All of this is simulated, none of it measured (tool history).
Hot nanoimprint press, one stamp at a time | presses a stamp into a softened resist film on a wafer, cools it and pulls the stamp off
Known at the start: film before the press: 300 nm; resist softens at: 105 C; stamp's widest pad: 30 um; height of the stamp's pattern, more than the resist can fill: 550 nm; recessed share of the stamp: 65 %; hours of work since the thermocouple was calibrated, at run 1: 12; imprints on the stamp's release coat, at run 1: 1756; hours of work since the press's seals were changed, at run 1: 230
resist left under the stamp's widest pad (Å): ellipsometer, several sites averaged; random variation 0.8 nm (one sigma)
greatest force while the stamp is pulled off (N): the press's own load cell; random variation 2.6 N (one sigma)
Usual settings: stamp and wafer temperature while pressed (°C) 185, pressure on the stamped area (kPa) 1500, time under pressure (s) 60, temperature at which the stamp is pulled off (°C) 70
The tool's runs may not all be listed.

run	hour	stamp and wafer temperature while pressed (°C)	pressure on the stamped area (kPa)	time under pressure (s)	temperature at which the stamp is pulled off (°C)	hours of work since the thermocouple was calibrated	imprints on the stamp's release coat	hours of work since the press's seals were changed	resist left under the stamp's widest pad (Å)	greatest force while the stamp is pulled off (N)
1	0.0	185	1500	60	70	12	1756	230	1508	164
2	52.4	181	1500	60	70	51	2056	270	1685	175
# hour 102.4: stamp cleaned and given a new release coat
3	119.7	181	1500	60	62	97	99	316	1684	146
4	160.2	183	1500	60	70	128	330	346	1621	127
5	195.0	183	1500	60	70	154	529	372	1631	134
6	250.6	183	1500	60	70	195	848	414	1639	144
7	310.6	183	1500	60	70	240	1191	459	1634	156
8	363.2	183	1500	60	70	280	1492	498	1620	161
9	425.7	183	2270	60	70	327	1849	545	1409	167
# hour 435.2: plate thermocouple calibrated
10	505.6	185	1500	60	70	53	2289	603	1581	190
# hour 518.0: stamp cleaned and given a new release coat
11	554.2	185	1500	60	77	85	207	635	1610	111
12	623.7	185	1500	60	77	137	605	687	1607	122
13	677.0	185	1500	60	63	177	910	727	1635	167
14	738.7	185	1500	60	63	223	1263	773	1629	177
# hour 747.4: plate thermocouple calibrated, once more
15	803.5	185	1500	60	63	42	1616	819	1507	173
16	863.6	185	1500	60	58	87	1960	865	1526	207
17	896.8	191	1500	86	62	112	2150	889	1142	203
# hour 930.4: stamp cleaned and given a new release coat
18	937.8	176	2230	48	71	138	43	916	1812	118
19	975.9	176	1500	60	70	167	261	944	1907	126
# hour 1016.7: press's hydraulic seals changed and the load cell set to zero
20	1042.9	181	1010	35	67	211	598	20	2217	143
21	1086.7	185	1810	60	70	244	848	52	1445	144
22	1164.2	185	1810	32	59	302	1292	111	1772	180
23	1200.3	185	1040	60	61	329	1499	138	1762	184
24	1267.8	185	1040	60	61	380	1885	188	1774	198
# hour 1319.2: plate thermocouple calibrated
25	1337.2	185	1500	51	70	13	2264	238	1620	179
# hour 1354.1: stamp cleaned and given a new release coat
26	1415.9	185	920	42	70	68	353	293	2023	127
27	1476.1	185	920	42	70	113	698	338	2032	138
28	1514.5	192	920	48	70	142	918	367	1719	140
29	1558.6	192	1450	118	70	175	1170	400	992	149

Forecast each of these 4 alternatives for the next run:
A	1632.4	181	1500	44	70	230	1593	455	?	?
B	1632.4	185	1500	50	70	230	1593	455	?	?
C	1632.4	187	2290	118	70	230	1593	455	?	?
D	1632.4	183	1500	60	78	230	1593	455	?	?

run	resist left under the stamp's widest pad (Å)	greatest force while the stamp is pulled off (N)
A	1889	163
B	1664	158
C	941	164
D	1620	137
Without the tool's hidden state the same runs would have given:
run	resist left under the stamp's widest pad (Å)	greatest force while the stamp is pulled off (N)
A	1847	119
B	1622	116
C	909	120
D	1579	100
